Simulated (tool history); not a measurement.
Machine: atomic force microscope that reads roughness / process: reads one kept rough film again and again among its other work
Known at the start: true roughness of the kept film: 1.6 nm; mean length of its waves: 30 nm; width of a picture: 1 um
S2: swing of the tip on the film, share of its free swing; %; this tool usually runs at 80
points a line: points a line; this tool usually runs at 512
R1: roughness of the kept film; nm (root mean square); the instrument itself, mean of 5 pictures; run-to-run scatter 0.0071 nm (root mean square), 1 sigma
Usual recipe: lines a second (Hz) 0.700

{"run": 1, "hour": 0.0, "lines a second (Hz)": 0.7, "S2": 80, "points a line": 512, "R1": 1.421}
{"run": 2, "hour": 27.5, "lines a second (Hz)": 0.7, "S2": 80, "points a line": 512, "R1": 1.41}
{"run": 3, "hour": 73.1, "lines a second (Hz)": 0.7, "S2": 75, "points a line": 512, "R1": 1.413}
{"hour": 101.2, "done": "new tip fitted"}
{"run": 4, "hour": 123.3, "lines a second (Hz)": 0.7, "S2": 75, "points a line": 512, "R1": 1.474}
{"run": 5, "hour": 165.8, "lines a second (Hz)": 0.7, "S2": 75, "points a line": 893, "R1": 1.464}
{"run": 6, "hour": 193.4, "lines a second (Hz)": 0.7, "S2": 75, "points a line": 893, "R1": 1.465}
{"run": 7, "hour": 217.4, "lines a second (Hz)": 0.7, "S2": 80, "points a line": 263, "R1": 1.412}
{"run": 8, "hour": 268.9, "lines a second (Hz)": 0.7, "S2": 80, "points a line": 263, "R1": 1.387}
{"run": 9, "hour": 316.9, "lines a second (Hz)": 0.7, "S2": 80, "points a line": 263, "R1": 1.366}
{"hour": 337.5, "done": "new tip fitted"}
{"run": 10, "hour": 357.4, "lines a second (Hz)": 0.7, "S2": 80, "points a line": 693, "R1": 1.456}
{"run": 11, "hour": 386.9, "lines a second (Hz)": 0.7, "S2": 80, "points a line": 512, "R1": 1.448}
{"run": 12, "hour": 427.3, "lines a second (Hz)": 0.7, "S2": 80, "points a line": 512, "R1": 1.421}
{"run": 13, "hour": 473.9, "lines a second (Hz)": 0.7, "S2": 80, "points a line": 512, "R1": 1.427}
{"run": 14, "hour": 499.8, "lines a second (Hz)": 0.7, "S2": 80, "points a line": 512, "R1": 1.407}
{"run": 15, "hour": 541.3, "lines a second (Hz)": 0.7, "S2": 80, "points a line": 512, "R1": 1.385}
{"hour": 572.4, "done": "new tip fitted"}
{"run": 16, "hour": 574.9, "lines a second (Hz)": 0.7, "S2": 80, "points a line": 512, "R1": 1.476}
{"run": 17, "hour": 601.5, "lines a second (Hz)": 0.7, "S2": 80, "points a line": 512, "R1": 1.469}
{"run": 18, "hour": 653.6, "lines a second (Hz)": 0.7, "S2": 80, "points a line": 512, "R1": 1.442}
{"run": 19, "hour": 687.9, "lines a second (Hz)": 0.7, "S2": 80, "points a line": 512, "R1": 1.427}
{"run": 20, "hour": 717.7, "lines a second (Hz)": 0.7, "S2": 80, "points a line": 540, "R1": 1.419}
{"run": 21, "hour": 739.4, "lines a second (Hz)": 1.194, "S2": 59, "points a line": 512, "R1": 1.436}
{"run": 22, "hour": 783.7, "lines a second (Hz)": 2.43, "S2": 61, "points a line": 683, "R1": 1.384}
{"hour": 804.8, "done": "new tip fitted"}
{"run": 23, "hour": 807.0, "lines a second (Hz)": 2.43, "S2": 61, "points a line": 683, "R1": 1.463}
{"run": 24, "hour": 831.6, "lines a second (Hz)": 2.43, "S2": 61, "points a line": 865, "R1": 1.467}
{"run": 25, "hour": 865.8, "lines a second (Hz)": 0.7, "S2": 60, "points a line": 512, "R1": 1.517}
{"run": 26, "hour": 898.8, "lines a second (Hz)": 0.615, "S2": 56, "points a line": 405, "R1": 1.496}
{"run": 27, "hour": 946.9, "lines a second (Hz)": 2.536, "S2": 56, "points a line": 405, "R1": 1.431}
{"run": 28, "hour": 971.2, "lines a second (Hz)": 1.376, "S2": 65, "points a line": 998, "R1": 1.422}
{"run": 29, "hour": 1019.4, "lines a second (Hz)": 1.289, "S2": 65, "points a line": 693, "R1": 1.424}
{"hour": 1037.3, "done": "new tip fitted"}
{"run": 30, "hour": 1047.0, "lines a second (Hz)": 0.981, "S2": 87, "points a line": 512, "R1": 1.394}
{"run": 31, "hour": 1079.1, "lines a second (Hz)": 0.7, "S2": 67, "points a line": 512, "R1": 1.506}
{"run": 32, "hour": 1101.5, "lines a second (Hz)": 1.203, "S2": 80, "points a line": 512, "R1": 1.393}
{"run": 33, "hour": 1144.0, "lines a second (Hz)": 1.203, "S2": 80, "points a line": 512, "R1": 1.381}

3 ways to go on from here, each from the tool as it stands after run 33. What would each give?
{"run": "A", "hour": 1190.1, "lines a second (Hz)": 1.693, "S2": 80, "points a line": 512, "R1": "?"}
{"run": "B", "hour": 1190.1, "lines a second (Hz)": 0.7, "S2": 74, "points a line": 266, "R1": "?"}
{"run": "C", "hour": 1190.1, "lines a second (Hz)": 0.579, "S2": 67, "points a line": 512, "R1": "?"}

run=A R1=1.310
run=B R1=1.429
run=C R1=1.476
Take away the tool's hidden state, keep each run's random variation, and the runs would have read:
run=A R1=1.342
run=B R1=1.464
run=C R1=1.511
